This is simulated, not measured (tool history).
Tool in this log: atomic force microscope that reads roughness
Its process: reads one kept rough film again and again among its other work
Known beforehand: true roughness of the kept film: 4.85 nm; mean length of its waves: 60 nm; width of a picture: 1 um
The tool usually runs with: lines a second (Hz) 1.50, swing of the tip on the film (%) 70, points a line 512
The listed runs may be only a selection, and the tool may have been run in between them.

run	day	lines a second (Hz)	swing of the tip on the film (%)	points a line	roughness of the kept film (nm (root mean square))
1	0.000	1.50	70	512	4.127
2	0.538	1.50	70	512	4.090
3	1.229	1.50	70	512	4.062
4	1.650	1.50	70	512	4.027
5	2.271	1.50	70	512	3.982
6	2.612	0.73	70	512	4.118
7	3.029	0.73	70	512	4.107
8	3.600	1.50	70	512	3.884
9	4.142	1.50	70	512	3.897
10	4.500	1.50	70	512	3.837
11	4.850	1.50	70	512	3.881
12	5.658	1.50	70	512	3.835
13	6.304	1.50	70	512	3.794
14	6.683	1.50	70	512	3.752
15	7.471	1.50	70	512	3.728
16	8.042	1.50	70	512	3.699
17	8.446	1.50	70	512	3.685
18	8.862	1.50	70	512	3.646
19	9.275	0.52	82	512	3.726
20	9.854	0.54	66	329	3.834
# day 10.146: new tip fitted
21	10.608	1.50	84	942	3.874
22	11.150	2.93	84	707	3.330
23	11.721	1.94	66	414	4.137
24	12.496	1.54	64	499	4.209
25	13.121	2.95	57	271	4.114
26	13.604	2.03	84	512	3.492
27	14.238	3.32	55	512	4.044
28	14.788	0.80	62	512	4.192
29	15.188	0.80	62	512	4.143
30	15.812	1.50	61	512	4.034
31	16.238	3.70	62	378	3.753
32	16.804	1.50	88	283	3.402
33	17.442	1.50	88	283	3.417
34	18.138	1.50	88	283	3.378
35	18.629	0.80	84	678	3.738
36	19.292	0.80	84	678	3.680

3 ways to go on from here, each from the tool as it stands after run 36. What would each give?
A	19.875	1.33	70	542	?
B	19.875	0.84	67	689	?
C	19.875	0.86	59	313	?

run	roughness of the kept film (nm (root mean square))
A	3.731
B	3.863
C	3.927
Without the tool's hidden state the same runs would have given:
run	roughness of the kept film (nm (root mean square))
A	4.260
B	4.413
C	4.484
